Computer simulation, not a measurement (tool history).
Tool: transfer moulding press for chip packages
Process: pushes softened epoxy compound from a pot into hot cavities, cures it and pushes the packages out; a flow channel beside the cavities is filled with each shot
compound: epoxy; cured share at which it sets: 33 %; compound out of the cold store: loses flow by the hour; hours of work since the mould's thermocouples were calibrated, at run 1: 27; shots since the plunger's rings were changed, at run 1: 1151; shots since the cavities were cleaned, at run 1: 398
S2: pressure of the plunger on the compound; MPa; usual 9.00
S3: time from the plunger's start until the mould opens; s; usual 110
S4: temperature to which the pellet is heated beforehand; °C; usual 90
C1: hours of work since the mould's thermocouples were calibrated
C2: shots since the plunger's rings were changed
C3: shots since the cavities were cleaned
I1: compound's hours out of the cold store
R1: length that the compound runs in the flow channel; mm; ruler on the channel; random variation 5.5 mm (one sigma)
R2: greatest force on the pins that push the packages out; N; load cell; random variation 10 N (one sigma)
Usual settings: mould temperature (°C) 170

run 1 hour=0.0 | mould_temperature_(°C)=170 S2=9.00 S3=110 S4=90 | C1=27 C2=1151 C3=398 | I1=26.9 | R1=857 R2=742
run 2 hour=7.8 | mould_temperature_(°C)=170 S2=9.00 S3=110 S4=88 | C1=32 C2=1231 C3=478 | I1=47.6 | R1=784 R2=786
run 3 hour=17.2 | mould_temperature_(°C)=163 S2=9.00 S3=110 S4=90 | C1=38 C2=1328 C3=575 | I1=14.1 | R1=933 R2=1325
run 4 hour=23.2 | mould_temperature_(°C)=163 S2=9.00 S3=110 S4=90 | C1=42 C2=1389 C3=636 | I1=46.1 | R1=814 R2=1235
-- hour=30.9 cavities cleaned with cleaning compound and waxed
run 5 hour=32.1 | mould_temperature_(°C)=163 S2=9.00 S3=110 S4=90 | C1=46 C2=1465 C3=13 | I1=15.9 | R1=917 R2=1459
run 6 hour=36.6 | mould_temperature_(°C)=163 S2=6.92 S3=110 S4=90 | C1=49 C2=1511 C3=59 | I1=42.7 | R1=722 R2=1323
run 7 hour=43.3 | mould_temperature_(°C)=163 S2=6.92 S3=110 S4=90 | C1=53 C2=1579 C3=127 | I1=17.5 | R1=798 R2=1477
run 8 hour=48.2 | mould_temperature_(°C)=163 S2=6.92 S3=110 S4=90 | C1=56 C2=1630 C3=178 | I1=46.5 | R1=706 R2=1315
run 9 hour=58.0 | mould_temperature_(°C)=170 S2=8.76 S3=110 S4=90 | C1=62 C2=1731 C3=279 | I1=36.1 | R1=796 R2=897
run 10 hour=63.6 | mould_temperature_(°C)=170 S2=9.00 S3=110 S4=90 | C1=66 C2=1788 C3=336 | I1=39.7 | R1=797 R2=898
-- hour=65.7 cavities cleaned with cleaning compound and waxed, once more
run 11 hour=72.3 | mould_temperature_(°C)=170 S2=9.00 S3=110 S4=90 | C1=70 C2=1862 C3=68 | I1=32.1 | R1=823 R2=520
run 12 hour=82.0 | mould_temperature_(°C)=170 S2=9.00 S3=110 S4=90 | C1=77 C2=1961 C3=167 | I1=29.0 | R1=828 R2=607
run 13 hour=88.4 | mould_temperature_(°C)=170 S2=9.00 S3=110 S4=90 | C1=81 C2=2027 C3=233 | I1=37.1 | R1=805 R2=629
run 14 hour=96.7 | mould_temperature_(°C)=170 S2=9.00 S3=110 S4=90 | C1=86 C2=2112 C3=318 | I1=21.5 | R1=860 R2=703
run 15 hour=106.6 | mould_temperature_(°C)=170 S2=9.00 S3=110 S4=90 | C1=92 C2=2214 C3=420 | I1=36.0 | R1=811 R2=758
run 16 hour=111.7 | mould_temperature_(°C)=170 S2=9.00 S3=118 S4=89 | C1=95 C2=2266 C3=472 | I1=21.3 | R1=849 R2=723
run 17 hour=116.7 | mould_temperature_(°C)=171 S2=8.32 S3=141 S4=81 | C1=98 C2=2318 C3=524 | I1=14.8 | R1=847 R2=702
run 18 hour=124.2 | mould_temperature_(°C)=169 S2=7.34 S3=101 S4=91 | C1=103 C2=2394 C3=600 | I1=30.1 | R1=747 R2=944
run 19 hour=128.5 | mould_temperature_(°C)=169 S2=7.34 S3=101 S4=91 | C1=106 C2=2438 C3=644 | I1=10.7 | R1=806 R2=1011
-- hour=135.7 cavities cleaned with cleaning compound and waxed
run 20 hour=135.9 | mould_temperature_(°C)=169 S2=7.34 S3=101 S4=91 | C1=109 C2=2498 C3=1 | I1=16.9 | R1=777 R2=549
run 21 hour=145.6 | mould_temperature_(°C)=169 S2=7.34 S3=101 S4=91 | C1=115 C2=2598 C3=101 | I1=15.2 | R1=790 R2=679
run 22 hour=149.8 | mould_temperature_(°C)=169 S2=7.34 S3=101 S4=91 | C1=118 C2=2641 C3=144 | I1=25.1 | R1=764 R2=671
run 23 hour=155.5 | mould_temperature_(°C)=169 S2=7.34 S3=101 S4=91 | C1=122 C2=2700 C3=203 | I1=38.2 | R1=713 R2=726
run 24 hour=164.2 | mould_temperature_(°C)=165 S2=7.86 S3=118 S4=99 | C1=127 C2=2789 C3=292 | I1=31.3 | R1=765 R2=742

Run 25 comes next. What will it give?
run 25 hour=170.5 | mould_temperature_(°C)=165 S2=7.86 S3=118 S4=99 | C1=131 C2=2854 C3=357 | I1=33.8 | R1=? R2=?

R1: 765 mm
R2: 812 N
Without the tool's hidden state the same run would have given R1 816 mm, R2 523 N.
